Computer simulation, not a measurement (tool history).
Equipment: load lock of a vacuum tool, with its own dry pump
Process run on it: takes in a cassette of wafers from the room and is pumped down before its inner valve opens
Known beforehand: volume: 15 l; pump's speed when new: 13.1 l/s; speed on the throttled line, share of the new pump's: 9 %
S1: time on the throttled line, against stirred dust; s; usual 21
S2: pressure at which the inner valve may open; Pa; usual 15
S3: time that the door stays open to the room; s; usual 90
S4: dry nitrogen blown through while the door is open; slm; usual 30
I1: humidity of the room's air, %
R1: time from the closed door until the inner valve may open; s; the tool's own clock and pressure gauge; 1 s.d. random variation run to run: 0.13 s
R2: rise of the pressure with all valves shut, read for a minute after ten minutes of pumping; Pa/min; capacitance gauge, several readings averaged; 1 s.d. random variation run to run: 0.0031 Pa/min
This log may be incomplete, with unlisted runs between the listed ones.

Run 1, hour 0.0: usual settings; I1 44.7. Result: R1 30.1 s, R2 0.111 Pa/min.
Run 2, hour 371.3: usual settings; I1 44.0. Result: R1 29.8 s, R2 0.125 Pa/min.
Run 3, hour 556.6: usual settings; I1 43.3. Result: R1 30.0 s, R2 0.127 Pa/min.
Run 4, hour 814.4: usual settings; I1 41.4. Result: R1 29.8 s, R2 0.131 Pa/min.
Run 5, hour 1066.3: usual settings; I1 46.9. Result: R1 30.3 s, R2 0.143 Pa/min.
Run 6, hour 1351.9: usual settings; I1 44.0. Result: R1 30.0 s, R2 0.144 Pa/min.
Run 7, hour 1647.6: usual settings; I1 42.5. Result: R1 29.9 s, R2 0.151 Pa/min.
Run 8, hour 1843.8: usual settings; I1 44.6. Result: R1 30.1 s, R2 0.156 Pa/min.
Run 9, hour 2197.1: usual settings but S1 40 s; I1 45.3. Result: R1 47.1 s, R2 0.167 Pa/min.
Run 10, hour 2430.2: usual settings but S2 11 Pa; I1 46.1. Result: R1 30.4 s, R2 0.167 Pa/min.
Run 11, hour 2773.5: usual settings but S4 8 slm; I1 46.8. Result: R1 30.1 s, R2 0.207 Pa/min.
Run 12, hour 3053.0: usual settings but S4 8 slm; I1 44.0. Result: R1 30.3 s, R2 0.209 Pa/min.
Run 13, hour 3302.5: usual settings; I1 44.8. Result: R1 30.0 s, R2 0.184 Pa/min.
Run 14, hour 3644.5: usual settings; I1 46.6. Result: R1 30.0 s, R2 0.193 Pa/min.
Run 15, hour 3987.9: usual settings; I1 46.4. Result: R1 29.9 s, R2 0.211 Pa/min.
Run 16, hour 4299.8: usual settings; I1 43.2. Result: R1 30.4 s, R2 0.212 Pa/min.
At hour 4436.1: dry pump taken out, an overhauled one fitted.
Run 17, hour 4674.6: usual settings; I1 47.6. Result: R1 29.4 s, R2 0.219 Pa/min.
Run 18, hour 4932.8: usual settings; I1 43.2. Result: R1 29.4 s, R2 0.226 Pa/min.
Run 19, hour 5211.7: usual settings but S1 40 s, S2 18 Pa, S4 11 slm; I1 47.3. Result: R1 46.3 s, R2 0.261 Pa/min.
Run 20, hour 5462.5: usual settings but S1 40 s, S2 18 Pa, S4 11 slm; I1 44.8. Result: R1 46.1 s, R2 0.259 Pa/min.
Run 21, hour 5806.4: usual settings but S1 40 s, S2 18 Pa, S4 11 slm; I1 45.9. Result: R1 46.3 s, R2 0.277 Pa/min.
Run 22, hour 6050.1: usual settings but S1 14 s, S2 18 Pa, S4 38 slm; I1 46.4. Result: R1 23.0 s, R2 0.254 Pa/min.
Run 23, hour 6426.3: usual settings but S3 43 s; I1 44.0. Result: R1 29.4 s, R2 0.254 Pa/min.
Run 24, hour 6721.2: usual settings but S1 25 s, S4 20 slm; I1 49.5. Result: R1 33.2 s, R2 0.308 Pa/min.
Run 25, hour 6949.7: usual settings but S1 13 s, S2 22 Pa, S3 103 s; I1 46.8. Result: R1 21.7 s, R2 0.294 Pa/min.
Run 26, hour 7295.0: usual settings but S1 13 s, S2 22 Pa, S3 103 s; I1 45.0. Result: R1 21.7 s, R2 0.304 Pa/min.
Run 27, hour 7536.0: usual settings but S1 13 s, S2 21 Pa, S3 53 s; I1 43.5. Result: R1 21.8 s, R2 0.291 Pa/min.
Run 28, hour 7911.2: usual settings but S1 13 s, S2 21 Pa, S3 165 s; I1 45.1. Result: R1 21.8 s, R2 0.334 Pa/min.
Run 29, hour 8233.8: usual settings but S1 13 s, S2 21 Pa, S3 165 s; I1 45.1. Result: R1 22.2 s, R2 0.339 Pa/min.
Run 30, hour 8484.8: usual settings but S1 13 s, S2 21 Pa, S3 165 s; I1 41.4. Result: R1 21.5 s, R2 0.348 Pa/min.
Run 31, hour 8784.3: usual settings but S1 13 s, S2 21 Pa, S3 165 s; I1 48.7. Result: R1 21.9 s, R2 0.363 Pa/min.
Run 32, hour 8951.3: usual settings but S1 13 s, S2 21 Pa, S3 165 s; I1 43.8. Result: R1 22.1 s, R2 0.371 Pa/min.
Run 33, hour 9139.6: usual settings but S1 13 s, S2 23 Pa, S3 99 s, S4 27 slm; I1 43.8. Result: R1 21.5 s, R2 0.365 Pa/min.
Run 34, hour 9292.3: usual settings but S1 13 s, S2 23 Pa, S3 99 s, S4 27 slm; I1 44.8. Result: R1 21.9 s, R2 0.372 Pa/min.
Run 35, hour 9643.0: usual settings but S1 14 s, S2 21 Pa, S3 47 s, S4 36 slm; I1 45.1. Result: R1 22.7 s, R2 0.370 Pa/min.
Run 36, hour 9885.1: usual settings but S2 22 Pa, S4 13 slm; I1 48.6. Result: R1 29.0 s, R2 0.416 Pa/min.

Each row is a separate what-if for the run after 36, all from the same tool condition, not one after another. Results?
Run A, hour 10216.4: usual settings but S3 55 s; I1 43.8. Result: R1 ?, R2 ?.
Run B, hour 10216.4: usual settings but S2 18 Pa; I1 45.6. Result: R1 ?, R2 ?.
Run C, hour 10216.4: usual settings but S2 24 Pa, S4 13 slm; I1 44.6. Result: R1 ?, R2 ?.
Run D, hour 10216.4: usual settings but S1 38 s, S2 11 Pa, S4 31 slm; I1 44.2. Result: R1 ?, R2 ?.

run    R1     R2
  A  29.8  0.391
  B  29.2  0.400
  C  29.0  0.424
  D  45.3  0.399
Take away the tool's hidden state, keep each run's random variation, and the runs would have read:
run    R1     R2
  A  29.3  0.047
  B  28.8  0.061
  C  28.6  0.082
  D  44.9  0.054

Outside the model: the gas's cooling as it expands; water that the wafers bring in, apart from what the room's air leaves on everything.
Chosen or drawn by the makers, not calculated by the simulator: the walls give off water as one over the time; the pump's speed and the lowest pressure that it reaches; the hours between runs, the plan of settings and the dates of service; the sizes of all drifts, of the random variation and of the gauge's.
